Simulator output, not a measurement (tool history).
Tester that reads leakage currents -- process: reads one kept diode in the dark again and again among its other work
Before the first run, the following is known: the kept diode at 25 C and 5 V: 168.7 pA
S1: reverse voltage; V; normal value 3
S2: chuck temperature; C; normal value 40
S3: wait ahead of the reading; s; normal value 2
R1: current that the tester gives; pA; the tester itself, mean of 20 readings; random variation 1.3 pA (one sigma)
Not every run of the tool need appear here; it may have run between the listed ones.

run   hour     S1  S2    S3       R1
  1      0      3  40     2   398.14
  2   27.8      3  40     2    397.9
  3   48.7      3  29     2   170.18
  4   72.1  19.24  40     2  1209.31
  5   86.9      3  40     2   400.74
  6  117.8      3  40     2   397.01
  7  133.9      3  40     2   399.22
  8  164.3      3  40     2   396.06
  9  187.5      3  40     2    395.1
 10  209.7      3  40     2   399.49
 11  225.5      3  40     2   395.19
 12  244.4      3  44     2    531.5
 13  278.1      3  44     2   533.35
 14  302.6      3  44     2   532.02
 15  321.5  13.07  40     2   954.92
 16  339.9      3  40     2      395
 17  369.6      3  40     2   393.09
 18  391.7      3  40     2    393.8
 19    410      3  40     2   378.84
 20  441.4      3  40     2   369.05
 21  466.2  12.58  40  3.57   853.89
 22  495.9   4.76  20  3.57    93.67
 23  513.2   8.72  40  8.43   773.21
 24  545.9   1.02  54  2.42   609.25
 25  568.1   1.02  30  9.48    98.85
 26  594.3   17.5  52  0.62  2824.68
 27  624.9   17.5  42  0.92  1352.94
 28  642.4   2.05  51  5.62   742.32
 29  658.9   3.77  35     2   318.16
 30  686.1   3.77  35     2   317.81
 31  711.7   5.86  35  1.09   413.41
 32  737.3    1.8  29     2   127.85
 33  762.3   1.98  20     2    63.18
 34  777.6      3  40  0.32   411.41
 35  810.8   6.35  23  0.89   162.27
 36  836.3   2.41  23  0.89    91.05
 37  851.9   2.41  23  0.89    91.45
 38  867.7   4.85  23     8   137.49
 39  883.2   4.85  25     8   163.03

Between the runs listed above, the log contained 3 entries, not reproduced here. Where in the sequence does each belong, and how does what the log doesn't record of the tool's condition differ from the listed run before to the listed run after?
Run 18 -> run 19: chuck's temperature calibrated (hour 397)
  stray current of the dirty probe card, pA a volt: 2.916 -> 2.929; true chuck temperature over the reading, C: -1.04 -> -1.54
  what was measured, less what the result would be without the hidden state, R1: -23.83 -> -38.52 pA
Run 19 -> run 20: probe card cleaned and baked (hour 437.9)
  stray current of the dirty probe card, pA a volt: 2.929 -> 0.025; current scale over the true one, %: -0.14 -> -0.15; true chuck temperature over the reading, C: -1.54 -> -1.56
  what was measured, less what the result would be without the hidden state, R1: -38.52 -> -47.67 pA
Run 22 -> run 23: chuck's temperature calibrated, once more (hour 509.7)
  stray current of the dirty probe card, pA a volt: 0.067 -> 0.078; true chuck temperature over the reading, C: -1.59 -> -0.09
  what was measured, less what the result would be without the hidden state, R1: -13.93 -> -6.16 pA

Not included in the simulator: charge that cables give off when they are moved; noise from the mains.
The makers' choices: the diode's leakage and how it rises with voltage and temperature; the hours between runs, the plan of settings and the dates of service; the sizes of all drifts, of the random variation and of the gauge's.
